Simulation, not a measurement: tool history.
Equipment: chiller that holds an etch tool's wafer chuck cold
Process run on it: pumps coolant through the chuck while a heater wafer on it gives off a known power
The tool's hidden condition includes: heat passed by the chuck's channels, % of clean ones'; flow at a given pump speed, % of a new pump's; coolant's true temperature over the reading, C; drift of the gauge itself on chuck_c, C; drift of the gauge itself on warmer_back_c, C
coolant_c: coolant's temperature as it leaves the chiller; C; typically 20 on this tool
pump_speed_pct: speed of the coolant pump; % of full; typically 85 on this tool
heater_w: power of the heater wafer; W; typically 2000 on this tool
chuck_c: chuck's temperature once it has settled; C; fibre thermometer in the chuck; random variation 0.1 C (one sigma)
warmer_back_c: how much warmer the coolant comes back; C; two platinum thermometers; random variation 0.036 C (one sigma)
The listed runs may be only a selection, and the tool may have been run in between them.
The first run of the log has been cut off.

| run | hour | coolant_c | pump_speed_pct | heater_w | hours since the coolant was changed and the channels were flushed | hours since the pump was overhauled | hours since the chiller's thermometer was calibrated | chuck_c | warmer_back_c |
|---|---|---|---|---|---|---|---|---|---|
| 2 | 37.1 | 20 | 85 | 2000 | 4255 | 761 | 2435 | 41.8 | 6.58 |
| 3 | 67.6 | 20 | 85 | 1076 | 4286 | 792 | 2466 | 31.8 | 3.58 |
| 4 | 108.6 | 20 | 85 | 1076 | 4327 | 833 | 2507 | 31.7 | 3.59 |
| 5 | 131.5 | 20 | 85 | 1076 | 4350 | 856 | 2529 | 31.8 | 3.52 |
| 6 | 152.5 | 20 | 85 | 1076 | 4371 | 877 | 2551 | 31.6 | 3.5 |
| 7 | 196.1 | 20 | 85 | 1076 | 4414 | 920 | 2594 | 31.7 | 3.56 |
| 8 | 229.7 | 20 | 85 | 1076 | 4448 | 954 | 2628 | 31.7 | 3.51 |
| 9 | 278.9 | 20 | 85 | 2000 | 4497 | 1003 | 2677 | 41.7 | 6.64 |
| 10 | 318.4 | 20 | 62 | 2000 | 4537 | 1043 | 2716 | 45.9 | 9.27 |
| 11 | 338.9 | 20 | 62 | 2000 | 4557 | 1063 | 2737 | 46.2 | 9.38 |
| 12 | 377.6 | 20 | 70 | 2000 | 4596 | 1102 | 2776 | 44.1 | 8.09 |
| 13 | 400 | 17 | 70 | 2000 | 4618 | 1124 | 2798 | 41.2 | 8.18 |
| 14 | 446.3 | 20 | 85 | 2000 | 4664 | 1170 | 2844 | 41.8 | 6.63 |
| 15 | 489.1 | 20 | 85 | 2960 | 4707 | 1213 | 2887 | 52.3 | 9.8 |
| 16 | 530.8 | 20 | 85 | 2960 | 4749 | 1255 | 2929 | 52.1 | 9.77 |
| 17 | 565.8 | 20 | 85 | 2960 | 4784 | 1290 | 2964 | 52.3 | 9.75 |
| 18 | 595.4 | 12 | 85 | 2199 | 4813 | 1320 | 2993 | 36 | 7.31 |
| 19 | 644.8 | 12 | 85 | 2199 | 4863 | 1369 | 3043 | 36.2 | 7.27 |
| 20 | 684.1 | 20 | 85 | 2000 | 4902 | 1408 | 3082 | 41.8 | 6.57 |

Run 21, settings as shown, results not yet in. Your forecast:
| 21 | 716.2 | 24 | 78 | 2000 | 4934 | 1440 | 3114 | ? | ? |

Run 21 came out at chuck_c 46.9 C, warmer_back_c 7.22 C.
Were there no unlogged condition in the tool, this run, its random variation unchanged, would have produced chuck_c 46.8 C, warmer_back_c 7.22 C.
